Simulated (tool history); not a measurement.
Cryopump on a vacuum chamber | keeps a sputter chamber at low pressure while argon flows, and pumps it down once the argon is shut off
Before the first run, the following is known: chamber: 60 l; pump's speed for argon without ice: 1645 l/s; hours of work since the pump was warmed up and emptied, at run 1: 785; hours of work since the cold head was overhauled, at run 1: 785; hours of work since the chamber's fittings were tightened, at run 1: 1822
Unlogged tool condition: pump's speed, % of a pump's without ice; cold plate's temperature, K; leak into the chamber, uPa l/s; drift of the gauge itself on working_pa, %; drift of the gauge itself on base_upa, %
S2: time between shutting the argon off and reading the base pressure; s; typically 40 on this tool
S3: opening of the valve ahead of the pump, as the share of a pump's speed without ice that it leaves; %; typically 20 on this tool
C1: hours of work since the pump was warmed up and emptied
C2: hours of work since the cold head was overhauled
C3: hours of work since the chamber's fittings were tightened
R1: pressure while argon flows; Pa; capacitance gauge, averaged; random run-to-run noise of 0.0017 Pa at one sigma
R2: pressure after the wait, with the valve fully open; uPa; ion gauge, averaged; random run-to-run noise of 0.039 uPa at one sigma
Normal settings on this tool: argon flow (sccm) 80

run 1 day=0.000 | argon_flow_(sccm)=80 S2=40 S3=20 | C1=785 C2=785 C3=1822 | R1=0.4458 R2=3.95
run 2 day=3.617 | argon_flow_(sccm)=80 S2=40 S3=24 | C1=861 C2=861 C3=1897 | R1=0.3795 R2=4.07
run 3 day=7.742 | argon_flow_(sccm)=87 S2=40 S3=20 | C1=947 C2=947 C3=1983 | R1=0.4972 R2=4.43
-- day=12.038 pump warmed up, emptied and cooled again
run 4 day=12.554 | argon_flow_(sccm)=87 S2=40 S3=20 | C1=11 C2=1042 C3=2079 | R1=0.4494 R2=3.59
run 5 day=17.771 | argon_flow_(sccm)=87 S2=40 S3=20 | C1=119 C2=1151 C3=2187 | R1=0.4521 R2=3.80
run 6 day=21.238 | argon_flow_(sccm)=87 S2=40 S3=20 | C1=192 C2=1223 C3=2260 | R1=0.4530 R2=3.85
run 7 day=23.629 | argon_flow_(sccm)=80 S2=40 S3=20 | C1=241 C2=1273 C3=2309 | R1=0.4177 R2=3.92
run 8 day=25.867 | argon_flow_(sccm)=80 S2=40 S3=20 | C1=288 C2=1320 C3=2356 | R1=0.4209 R2=4.01
run 9 day=28.146 | argon_flow_(sccm)=80 S2=28 S3=20 | C1=335 C2=1367 C3=2404 | R1=0.4232 R2=5.05
run 10 day=32.558 | argon_flow_(sccm)=80 S2=28 S3=20 | C1=427 C2=1459 C3=2495 | R1=0.4270 R2=5.00
run 11 day=37.162 | argon_flow_(sccm)=80 S2=40 S3=20 | C1=523 C2=1555 C3=2591 | R1=0.4326 R2=4.28
run 12 day=42.325 | argon_flow_(sccm)=80 S2=40 S3=20 | C1=631 C2=1662 C3=2699 | R1=0.4328 R2=4.61
run 13 day=47.258 | argon_flow_(sccm)=80 S2=40 S3=20 | C1=733 C2=1765 C3=2802 | R1=0.4405 R2=4.84
run 14 day=51.896 | argon_flow_(sccm)=80 S2=40 S3=20 | C1=830 C2=1862 C3=2898 | R1=0.4455 R2=5.00
run 15 day=57.229 | argon_flow_(sccm)=68 S2=40 S3=20 | C1=941 C2=1973 C3=3009 | R1=0.3844 R2=5.30
-- day=61.704 pump warmed up, emptied and cooled again
run 16 day=62.433 | argon_flow_(sccm)=59 S2=40 S3=20 | C1=15 C2=2077 C3=3113 | R1=0.3053 R2=4.24
run 17 day=65.833 | argon_flow_(sccm)=59 S2=40 S3=20 | C1=86 C2=2148 C3=3184 | R1=0.3048 R2=4.45
run 18 day=70.671 | argon_flow_(sccm)=35 S2=40 S3=21 | C1=187 C2=2248 C3=3285 | R1=0.1750 R2=4.61
run 19 day=73.158 | argon_flow_(sccm)=35 S2=21 S3=29 | C1=238 C2=2300 C3=3337 | R1=0.1284 R2=6.65
run 20 day=77.596 | argon_flow_(sccm)=80 S2=23 S3=15 | C1=331 C2=2393 C3=3429 | R1=0.5604 R2=6.33
run 21 day=80.525 | argon_flow_(sccm)=52 S2=38 S3=20 | C1=392 C2=2454 C3=3490 | R1=0.2762 R2=4.87
-- day=83.862 leaking fittings of the chamber tightened, without venting
run 22 day=85.250 | argon_flow_(sccm)=67 S2=25 S3=27 | C1=489 C2=2550 C3=29 | R1=0.2697 R2=3.63
run 23 day=89.704 | argon_flow_(sccm)=67 S2=72 S3=20 | C1=581 C2=2643 C3=122 | R1=0.3604 R2=1.52
run 24 day=95.138 | argon_flow_(sccm)=42 S2=54 S3=25 | C1=694 C2=2756 C3=235 | R1=0.1877 R2=2.03
run 25 day=100.096 | argon_flow_(sccm)=59 S2=73 S3=24 | C1=798 C2=2859 C3=338 | R1=0.2764 R2=1.72
run 26 day=104.700 | argon_flow_(sccm)=50 S2=25 S3=44 | C1=894 C2=2955 C3=434 | R1=0.1411 R2=4.03
run 27 day=106.921 | argon_flow_(sccm)=109 S2=112 S3=27 | C1=940 C2=3002 C3=480 | R1=0.4695 R2=1.51
-- day=111.512 pump warmed up, emptied and cooled again
run 28 day=112.092 | argon_flow_(sccm)=80 S2=228 S3=15 | C1=12 C2=3105 C3=584 | R1=0.5502 R2=1.00
run 29 day=115.042 | argon_flow_(sccm)=37 S2=228 S3=52 | C1=73 C2=3166 C3=645 | R1=0.0743 R2=0.99
run 30 day=117.754 | argon_flow_(sccm)=37 S2=228 S3=44 | C1=130 C2=3223 C3=701 | R1=0.0898 R2=1.04
run 31 day=121.504 | argon_flow_(sccm)=123 S2=40 S3=20 | C1=208 C2=3301 C3=780 | R1=0.6476 R2=2.83
run 32 day=125.875 | argon_flow_(sccm)=123 S2=40 S3=20 | C1=299 C2=3392 C3=871 | R1=0.6476 R2=2.92
run 33 day=128.883 | argon_flow_(sccm)=38 S2=40 S3=20 | C1=362 C2=3455 C3=933 | R1=0.2017 R2=3.01

Describe how what the log doesn't record of the tool's condition differs between the last listed run preceding each entry between runs and the first listed run following it.
After run 3, before run 4: pump warmed up, emptied and cooled again (day 12.038)
  pump's speed, % of a pump's without ice: 66.8 -> 98.9; cold plate's temperature, K: 12.72 -> 12.75; leak into the chamber, uPa l/s: 2385 -> 2496
  measured result minus the result with no hidden state, R1: +0.0467 -> +0.0023 Pa; R2: +2.08 -> +1.36 uPa
After run 15, before run 16: pump warmed up, emptied and cooled again (day 61.704)
  pump's speed, % of a pump's without ice: 67.9 -> 98.7; cold plate's temperature, K: 13.1 -> 13.13; leak into the chamber, uPa l/s: 3511 -> 3619
  measured result minus the result with no hidden state, R1: +0.0354 -> +0.0022 Pa; R2: +3.05 -> +2.07 uPa
After run 21, before run 22: leaking fittings of the chamber tightened, without venting (day 83.862)
  pump's speed, % of a pump's without ice: 87.1 -> 84.1; cold plate's temperature, K: 13.27 -> 13.3; leak into the chamber, uPa l/s: 4028 -> 354
  measured result minus the result with no hidden state, R1: +0.0095 -> +0.0152 Pa; R2: +2.61 -> +0.08 uPa
After run 27, before run 28: pump warmed up, emptied and cooled again (day 111.512)
  pump's speed, % of a pump's without ice: 68.8 -> 99.1; cold plate's temperature, K: 13.46 -> 13.5; leak into the chamber, uPa l/s: 865 -> 971
  measured result minus the result with no hidden state, R1: +0.0557 -> +0.0033 Pa; R2: +0.60 -> +0.43 uPa

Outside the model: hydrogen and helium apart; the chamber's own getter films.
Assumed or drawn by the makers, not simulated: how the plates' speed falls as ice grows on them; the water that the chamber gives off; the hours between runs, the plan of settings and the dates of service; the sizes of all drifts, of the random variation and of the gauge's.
